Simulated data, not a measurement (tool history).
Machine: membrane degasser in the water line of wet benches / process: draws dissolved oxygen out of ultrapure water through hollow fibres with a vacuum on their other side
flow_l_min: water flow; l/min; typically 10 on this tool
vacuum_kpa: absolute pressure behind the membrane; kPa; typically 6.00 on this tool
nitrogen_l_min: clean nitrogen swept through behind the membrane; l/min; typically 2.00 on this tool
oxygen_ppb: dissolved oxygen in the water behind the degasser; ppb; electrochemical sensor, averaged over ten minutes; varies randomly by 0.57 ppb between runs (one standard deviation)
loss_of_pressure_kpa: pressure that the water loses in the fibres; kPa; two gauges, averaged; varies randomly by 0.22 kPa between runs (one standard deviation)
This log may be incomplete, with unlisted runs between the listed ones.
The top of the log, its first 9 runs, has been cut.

{"run": 10, "hour": 1208.9, "flow_l_min": 10, "vacuum_kpa": 6.0, "nitrogen_l_min": 2.0, "oxygen_ppb": 55.4, "loss_of_pressure_kpa": 56.97}
{"run": 11, "hour": 1385.2, "flow_l_min": 10, "vacuum_kpa": 6.0, "nitrogen_l_min": 2.0, "oxygen_ppb": 54.7, "loss_of_pressure_kpa": 56.91}
{"run": 12, "hour": 1465.6, "flow_l_min": 10, "vacuum_kpa": 6.0, "nitrogen_l_min": 2.0, "oxygen_ppb": 54.2, "loss_of_pressure_kpa": 57.44}
{"run": 13, "hour": 1544.7, "flow_l_min": 14, "vacuum_kpa": 6.0, "nitrogen_l_min": 2.0, "oxygen_ppb": 106.3, "loss_of_pressure_kpa": 80.26}
{"run": 14, "hour": 1671.6, "flow_l_min": 15, "vacuum_kpa": 6.0, "nitrogen_l_min": 2.0, "oxygen_ppb": 125.5, "loss_of_pressure_kpa": 85.81}
{"run": 15, "hour": 1815.3, "flow_l_min": 15, "vacuum_kpa": 6.0, "nitrogen_l_min": 2.0, "oxygen_ppb": 123.0, "loss_of_pressure_kpa": 86.32}
{"run": 16, "hour": 1919.6, "flow_l_min": 15, "vacuum_kpa": 6.0, "nitrogen_l_min": 2.0, "oxygen_ppb": 124.9, "loss_of_pressure_kpa": 86.78}
{"run": 17, "hour": 2019.6, "flow_l_min": 10, "vacuum_kpa": 6.0, "nitrogen_l_min": 2.0, "oxygen_ppb": 55.6, "loss_of_pressure_kpa": 57.77}
{"run": 18, "hour": 2140.9, "flow_l_min": 10, "vacuum_kpa": 6.0, "nitrogen_l_min": 2.0, "oxygen_ppb": 55.7, "loss_of_pressure_kpa": 57.76}
{"run": 19, "hour": 2248.5, "flow_l_min": 10, "vacuum_kpa": 6.0, "nitrogen_l_min": 2.12, "oxygen_ppb": 53.1, "loss_of_pressure_kpa": 57.97}
{"hour": 2314.1, "done": "vacuum gauge calibrated"}
{"run": 20, "hour": 2392.5, "flow_l_min": 10, "vacuum_kpa": 6.0, "nitrogen_l_min": 2.12, "oxygen_ppb": 51.2, "loss_of_pressure_kpa": 57.93}
{"run": 21, "hour": 2565.2, "flow_l_min": 15, "vacuum_kpa": 6.65, "nitrogen_l_min": 1.59, "oxygen_ppb": 147.0, "loss_of_pressure_kpa": 86.49}
{"run": 22, "hour": 2671.4, "flow_l_min": 14, "vacuum_kpa": 6.0, "nitrogen_l_min": 2.0, "oxygen_ppb": 104.9, "loss_of_pressure_kpa": 80.9}
{"hour": 2773.9, "done": "seals of the vacuum lines changed"}
{"run": 23, "hour": 2844.5, "flow_l_min": 9, "vacuum_kpa": 6.41, "nitrogen_l_min": 2.0, "oxygen_ppb": 48.5, "loss_of_pressure_kpa": 52.36}
{"run": 24, "hour": 2977.3, "flow_l_min": 9, "vacuum_kpa": 6.41, "nitrogen_l_min": 2.0, "oxygen_ppb": 48.6, "loss_of_pressure_kpa": 52.22}
{"run": 25, "hour": 3067.4, "flow_l_min": 10, "vacuum_kpa": 12.2, "nitrogen_l_min": 1.91, "oxygen_ppb": 135.5, "loss_of_pressure_kpa": 58.08}
{"run": 26, "hour": 3144.9, "flow_l_min": 10, "vacuum_kpa": 12.2, "nitrogen_l_min": 1.91, "oxygen_ppb": 132.4, "loss_of_pressure_kpa": 58.13}
{"run": 27, "hour": 3320.2, "flow_l_min": 10, "vacuum_kpa": 12.2, "nitrogen_l_min": 1.91, "oxygen_ppb": 134.4, "loss_of_pressure_kpa": 58.06}
{"run": 28, "hour": 3464.2, "flow_l_min": 10, "vacuum_kpa": 12.2, "nitrogen_l_min": 1.91, "oxygen_ppb": 133.3, "loss_of_pressure_kpa": 58.19}
{"run": 29, "hour": 3603.6, "flow_l_min": 6, "vacuum_kpa": 12.2, "nitrogen_l_min": 1.12, "oxygen_ppb": 121.4, "loss_of_pressure_kpa": 34.71}
{"run": 30, "hour": 3774.1, "flow_l_min": 10, "vacuum_kpa": 6.0, "nitrogen_l_min": 1.8, "oxygen_ppb": 58.0, "loss_of_pressure_kpa": 57.83}
{"run": 31, "hour": 3927.5, "flow_l_min": 15, "vacuum_kpa": 9.1, "nitrogen_l_min": 3.25, "oxygen_ppb": 140.8, "loss_of_pressure_kpa": 87.05}
{"run": 32, "hour": 4015.8, "flow_l_min": 15, "vacuum_kpa": 9.1, "nitrogen_l_min": 3.25, "oxygen_ppb": 139.5, "loss_of_pressure_kpa": 86.85}
{"run": 33, "hour": 4140.9, "flow_l_min": 11, "vacuum_kpa": 11.68, "nitrogen_l_min": 1.51, "oxygen_ppb": 175.3, "loss_of_pressure_kpa": 64.21}

Alternative continuations, all from the tool just after run 33; predict every row:
{"run": "A", "hour": 4270.7, "flow_l_min": 10, "vacuum_kpa": 6.0, "nitrogen_l_min": 3.33, "oxygen_ppb": "?", "loss_of_pressure_kpa": "?"}
{"run": "B", "hour": 4270.7, "flow_l_min": 9, "vacuum_kpa": 11.68, "nitrogen_l_min": 3.37, "oxygen_ppb": "?", "loss_of_pressure_kpa": "?"}
{"run": "C", "hour": 4270.7, "flow_l_min": 10, "vacuum_kpa": 6.0, "nitrogen_l_min": 1.88, "oxygen_ppb": "?", "loss_of_pressure_kpa": "?"}

run=A oxygen_ppb=41.6 loss_of_pressure_kpa=58.30
run=B oxygen_ppb=68.8 loss_of_pressure_kpa=52.44
run=C oxygen_ppb=57.1 loss_of_pressure_kpa=58.51
Stripped of hidden state, with their random variation kept, the same runs would have yielded:
run=A oxygen_ppb=36.1 loss_of_pressure_kpa=55.73
run=B oxygen_ppb=64.6 loss_of_pressure_kpa=50.12
run=C oxygen_ppb=51.1 loss_of_pressure_kpa=55.94
